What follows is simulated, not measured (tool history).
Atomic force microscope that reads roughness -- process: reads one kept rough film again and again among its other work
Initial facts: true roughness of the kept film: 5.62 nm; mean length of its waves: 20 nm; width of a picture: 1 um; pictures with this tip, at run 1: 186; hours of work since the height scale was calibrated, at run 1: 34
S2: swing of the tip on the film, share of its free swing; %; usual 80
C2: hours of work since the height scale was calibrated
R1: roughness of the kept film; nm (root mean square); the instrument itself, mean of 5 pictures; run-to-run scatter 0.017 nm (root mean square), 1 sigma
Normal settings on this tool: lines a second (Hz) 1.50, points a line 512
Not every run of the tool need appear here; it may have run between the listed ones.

Run 1, hour 0.0: usual settings; pictures with this tip 186; C2 34. Result: R1 4.007 nm (root mean square).
Run 2, hour 7.8: usual settings; pictures with this tip 195; C2 38. Result: R1 4.004 nm (root mean square).
Run 3, hour 14.0: usual settings; pictures with this tip 203; C2 42. Result: R1 4.024 nm (root mean square).
Run 4, hour 19.0: usual settings; pictures with this tip 208; C2 44. Result: R1 4.003 nm (root mean square).
Run 5, hour 27.8: usual settings; pictures with this tip 219; C2 49. Result: R1 4.014 nm (root mean square).
At hour 29.2: new tip fitted.
Run 6, hour 36.7: usual settings; pictures with this tip 8; C2 54. Result: R1 4.019 nm (root mean square).
Run 7, hour 46.2: usual settings; pictures with this tip 19; C2 59. Result: R1 4.042 nm (root mean square).
Run 8, hour 51.4: usual settings; pictures with this tip 25; C2 62. Result: R1 4.027 nm (root mean square).
Run 9, hour 58.8: usual settings but lines a second (Hz) 2.27; pictures with this tip 34; C2 66. Result: R1 3.866 nm (root mean square).
Run 10, hour 65.8: usual settings; pictures with this tip 42; C2 69. Result: R1 4.016 nm (root mean square).
Run 11, hour 70.3: usual settings; pictures with this tip 47; C2 72. Result: R1 4.049 nm (root mean square).
Run 12, hour 74.5: usual settings but points a line 811; pictures with this tip 52; C2 74. Result: R1 4.020 nm (root mean square).
Run 13, hour 83.6: usual settings but points a line 811; pictures with this tip 63; C2 79. Result: R1 4.045 nm (root mean square).
Run 14, hour 91.2: usual settings but points a line 811; pictures with this tip 72; C2 83. Result: R1 4.049 nm (root mean square).
Run 15, hour 98.6: usual settings but points a line 811; pictures with this tip 81; C2 87. Result: R1 4.052 nm (root mean square).
Run 16, hour 106.2: usual settings but S2 67 %, points a line 811; pictures with this tip 89; C2 91. Result: R1 4.195 nm (root mean square).
Run 17, hour 114.5: usual settings but S2 67 %, points a line 811; pictures with this tip 99; C2 96. Result: R1 4.207 nm (root mean square).
Run 18, hour 123.2: usual settings; pictures with this tip 109; C2 100. Result: R1 4.007 nm (root mean square).
Run 19, hour 131.0: usual settings; pictures with this tip 118; C2 105. Result: R1 4.021 nm (root mean square).
Run 20, hour 138.8: usual settings but points a line 329; pictures with this tip 127; C2 109. Result: R1 3.969 nm (root mean square).
Run 21, hour 143.0: usual settings; pictures with this tip 132; C2 111. Result: R1 4.031 nm (root mean square).
Run 22, hour 151.3: usual settings but lines a second (Hz) 1.58; pictures with this tip 142; C2 116. Result: R1 4.003 nm (root mean square).
Run 23, hour 156.9: usual settings but lines a second (Hz) 1.58; pictures with this tip 148; C2 119. Result: R1 4.006 nm (root mean square).
Run 24, hour 164.4: usual settings; pictures with this tip 157; C2 123. Result: R1 4.019 nm (root mean square).
Run 25, hour 171.3: usual settings but lines a second (Hz) 0.55, S2 64 %, points a line 387; pictures with this tip 165; C2 126. Result: R1 4.284 nm (root mean square).
Run 26, hour 178.2: usual settings but lines a second (Hz) 1.31, S2 60 %, points a line 387; pictures with this tip 173; C2 130. Result: R1 4.214 nm (root mean square).
Run 27, hour 186.9: usual settings but lines a second (Hz) 1.95, S2 60 %, points a line 411; pictures with this tip 183; C2 135. Result: R1 4.171 nm (root mean square).
Run 28, hour 193.6: usual settings but lines a second (Hz) 1.44, S2 86 %, points a line 411; pictures with this tip 191; C2 138. Result: R1 3.913 nm (root mean square).
Run 29, hour 201.5: usual settings but lines a second (Hz) 1.44, S2 86 %, points a line 411; pictures with this tip 200; C2 143. Result: R1 3.937 nm (root mean square).
Run 30, hour 210.7: usual settings but lines a second (Hz) 1.44, S2 86 %, points a line 411; pictures with this tip 211; C2 148. Result: R1 3.904 nm (root mean square).
Run 31, hour 216.5: usual settings but lines a second (Hz) 1.44, S2 86 %, points a line 411; pictures with this tip 218; C2 151. Result: R1 3.920 nm (root mean square).
At hour 218.4: new tip fitted.
Run 32, hour 225.0: usual settings but lines a second (Hz) 1.44, S2 86 %, points a line 816; pictures with this tip 7; C2 155. Result: R1 3.960 nm (root mean square).
Run 33, hour 231.5: usual settings but lines a second (Hz) 1.44, S2 86 %, points a line 816; pictures with this tip 15; C2 159. Result: R1 3.965 nm (root mean square).
Run 34, hour 237.0: usual settings but lines a second (Hz) 1.11, S2 60 %, points a line 377; pictures with this tip 21; C2 162. Result: R1 4.249 nm (root mean square).
Run 35, hour 244.5: usual settings but lines a second (Hz) 1.11, S2 60 %, points a line 377; pictures with this tip 30; C2 166. Result: R1 4.242 nm (root mean square).
Run 36, hour 249.3: usual settings but lines a second (Hz) 0.66; pictures with this tip 36; C2 168. Result: R1 4.229 nm (root mean square).
Run 37, hour 253.9: usual settings but lines a second (Hz) 2.76, S2 64 %, points a line 334; pictures with this tip 41; C2 171. Result: R1 4.088 nm (root mean square).
Run 38, hour 260.8: usual settings but lines a second (Hz) 2.76, S2 64 %, points a line 334; pictures with this tip 49; C2 174. Result: R1 4.087 nm (root mean square).
Run 39, hour 268.0: usual settings but lines a second (Hz) 3.10, S2 73 %, points a line 924; pictures with this tip 57; C2 178. Result: R1 3.951 nm (root mean square).
Run 40, hour 275.5: usual settings but lines a second (Hz) 3.10, S2 73 %, points a line 924; pictures with this tip 66; C2 182. Result: R1 3.926 nm (root mean square).
Run 41, hour 279.9: usual settings but lines a second (Hz) 3.59, S2 76 %, points a line 510; pictures with this tip 71; C2 185. Result: R1 3.746 nm (root mean square).
Run 42, hour 288.8: usual settings but lines a second (Hz) 3.59, S2 76 %, points a line 951; pictures with this tip 82; C2 190. Result: R1 3.778 nm (root mean square).
Run 43, hour 298.7: usual settings but lines a second (Hz) 3.59, S2 76 %, points a line 951; pictures with this tip 93; C2 195. Result: R1 3.792 nm (root mean square).
Run 44, hour 307.0: usual settings but lines a second (Hz) 3.38, S2 66 %, points a line 739; pictures with this tip 103; C2 199. Result: R1 4.018 nm (root mean square).
Run 45, hour 314.7: usual settings but lines a second (Hz) 1.22, S2 64 %, points a line 968; pictures with this tip 112; C2 204. Result: R1 4.266 nm (root mean square).
Run 46, hour 324.6: usual settings but lines a second (Hz) 0.60, S2 87 %, points a line 668; pictures with this tip 123; C2 209. Result: R1 4.172 nm (root mean square).
Run 47, hour 330.8: usual settings but lines a second (Hz) 0.60, S2 87 %, points a line 668; pictures with this tip 131; C2 212. Result: R1 4.162 nm (root mean square).
Run 48, hour 340.4: usual settings but lines a second (Hz) 0.60, S2 87 %, points a line 668; pictures with this tip 142; C2 217. Result: R1 4.164 nm (root mean square).

Forecast each of these 4 alternatives for the next run:
Run A, hour 346.0: usual settings but lines a second (Hz) 3.83, S2 71 %, points a line 262; pictures with this tip 148; C2 220. Result: R1 ?.
Run B, hour 346.0: usual settings but S2 63 %; pictures with this tip 148; C2 220. Result: R1 ?.
Run C, hour 346.0: usual settings but lines a second (Hz) 0.60, S2 87 %, points a line 361; pictures with this tip 148; C2 220. Result: R1 ?.
Run D, hour 346.0: usual settings but lines a second (Hz) 1.53, points a line 471; pictures with this tip 148; C2 220. Result: R1 ?.

run     R1
  A  3.724
  B  4.245
  C  4.068
  D  4.009
With no hidden state in the tool, these same runs would have given:
run     R1
  A  3.733
  B  4.256
  C  4.078
  D  4.020
